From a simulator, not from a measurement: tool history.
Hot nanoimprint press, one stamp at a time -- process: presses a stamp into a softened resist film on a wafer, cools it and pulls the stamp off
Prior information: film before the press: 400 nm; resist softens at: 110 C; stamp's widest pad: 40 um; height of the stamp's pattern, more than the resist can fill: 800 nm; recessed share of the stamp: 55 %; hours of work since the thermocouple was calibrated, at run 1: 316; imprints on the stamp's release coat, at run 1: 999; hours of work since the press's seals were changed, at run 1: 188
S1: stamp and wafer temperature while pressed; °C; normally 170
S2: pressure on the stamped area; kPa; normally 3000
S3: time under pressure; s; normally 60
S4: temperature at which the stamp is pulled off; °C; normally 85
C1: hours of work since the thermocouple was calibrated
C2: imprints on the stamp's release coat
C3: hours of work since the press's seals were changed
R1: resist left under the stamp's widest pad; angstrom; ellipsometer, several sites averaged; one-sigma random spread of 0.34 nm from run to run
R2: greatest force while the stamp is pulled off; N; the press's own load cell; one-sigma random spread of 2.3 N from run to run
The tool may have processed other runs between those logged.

| run | hour | S1 | S2 | S3 | S4 | C1 | C2 | C3 | R1 | R2 |
|---|---|---|---|---|---|---|---|---|---|---|
| 1 | 0.0 | 170 | 3000 | 60 | 85 | 316 | 999 | 188 | 2161 | 113 |
| 2 | 14.9 | 170 | 3000 | 84 | 85 | 324 | 1030 | 195 | 1900 | 112 |
| 3 | 25.0 | 170 | 3000 | 84 | 85 | 329 | 1051 | 201 | 1906 | 116 |
| 4 | 35.5 | 170 | 3000 | 84 | 85 | 335 | 1073 | 206 | 1901 | 111 |
| 5 | 42.1 | 170 | 3000 | 39 | 85 | 338 | 1087 | 210 | 2488 | 116 |
| 6 | 56.6 | 170 | 3000 | 39 | 85 | 346 | 1117 | 217 | 2478 | 114 |
| 7 | 69.7 | 170 | 3000 | 39 | 85 | 353 | 1144 | 224 | 2493 | 118 |
|  | 85.8 | plate thermocouple calibrated |
| 8 | 85.8 | 170 | 3000 | 60 | 85 | 0 | 1172 | 231 | 2160 | 107 |
| 9 | 99.8 | 170 | 3000 | 63 | 85 | 7 | 1201 | 239 | 2120 | 113 |
| 10 | 114.8 | 170 | 3000 | 60 | 85 | 15 | 1232 | 247 | 2157 | 112 |
| 11 | 123.7 | 170 | 3000 | 104 | 85 | 20 | 1251 | 251 | 1755 | 114 |
| 12 | 134.4 | 170 | 3000 | 104 | 76 | 26 | 1273 | 257 | 1754 | 143 |
| 13 | 147.0 | 170 | 3000 | 104 | 76 | 32 | 1300 | 264 | 1748 | 141 |
| 14 | 153.2 | 170 | 2670 | 60 | 85 | 36 | 1313 | 267 | 2251 | 113 |
| 15 | 161.0 | 170 | 3000 | 60 | 86 | 40 | 1329 | 271 | 2162 | 113 |
| 16 | 175.6 | 170 | 3990 | 60 | 82 | 47 | 1359 | 279 | 1946 | 123 |
| 17 | 189.9 | 170 | 3990 | 60 | 71 | 55 | 1389 | 286 | 1938 | 162 |
| 18 | 201.5 | 170 | 3650 | 60 | 81 | 61 | 1414 | 292 | 2009 | 123 |
| 19 | 207.6 | 180 | 3650 | 60 | 92 | 64 | 1426 | 295 | 1087 | 92 |
| 20 | 220.3 | 177 | 3000 | 51 | 78 | 71 | 1453 | 302 | 1532 | 142 |
| 21 | 226.9 | 170 | 2730 | 32 | 78 | 74 | 1466 | 306 | 2708 | 142 |
| 22 | 239.1 | 170 | 2730 | 32 | 78 | 81 | 1492 | 312 | 2716 | 141 |
| 23 | 254.3 | 160 | 4130 | 68 | 75 | 89 | 1524 | 320 | 3107 | 146 |
| 24 | 268.0 | 160 | 4130 | 68 | 75 | 96 | 1552 | 327 | 3104 | 144 |
|  | 275.4 | stamp cleaned and given a new release coat |
| 25 | 288.4 | 160 | 4130 | 68 | 75 | 104 | 27 | 335 | 3100 | 144 |
| 26 | 300.4 | 160 | 4130 | 68 | 75 | 110 | 53 | 341 | 3101 | 144 |
| 27 | 309.0 | 169 | 3000 | 60 | 85 | 115 | 70 | 346 | 2279 | 109 |
| 28 | 323.8 | 163 | 3000 | 60 | 85 | 122 | 101 | 354 | 3030 | 109 |
| 29 | 331.8 | 168 | 3000 | 60 | 85 | 127 | 118 | 358 | 2405 | 112 |

Predict each of these 3 candidate next runs independently; none follows another, all start after run 29:
| A | 342.3 | 171 | 3320 | 60 | 88 | 132 | 140 | 363 | ? | ? |
| B | 342.3 | 173 | 3000 | 88 | 87 | 132 | 140 | 363 | ? | ? |
| C | 342.3 | 181 | 3000 | 60 | 70 | 132 | 140 | 363 | ? | ? |

| run | R1 | R2 |
|---|---|---|
| A | 1963 | 101 |
| B | 1549 | 105 |
| C | 1121 | 160 |
Had the tool no hidden state, the same runs would have come out as:
| run | R1 | R2 |
|---|---|---|
| A | 1964 | 101 |
| B | 1550 | 105 |
| C | 1122 | 160 |
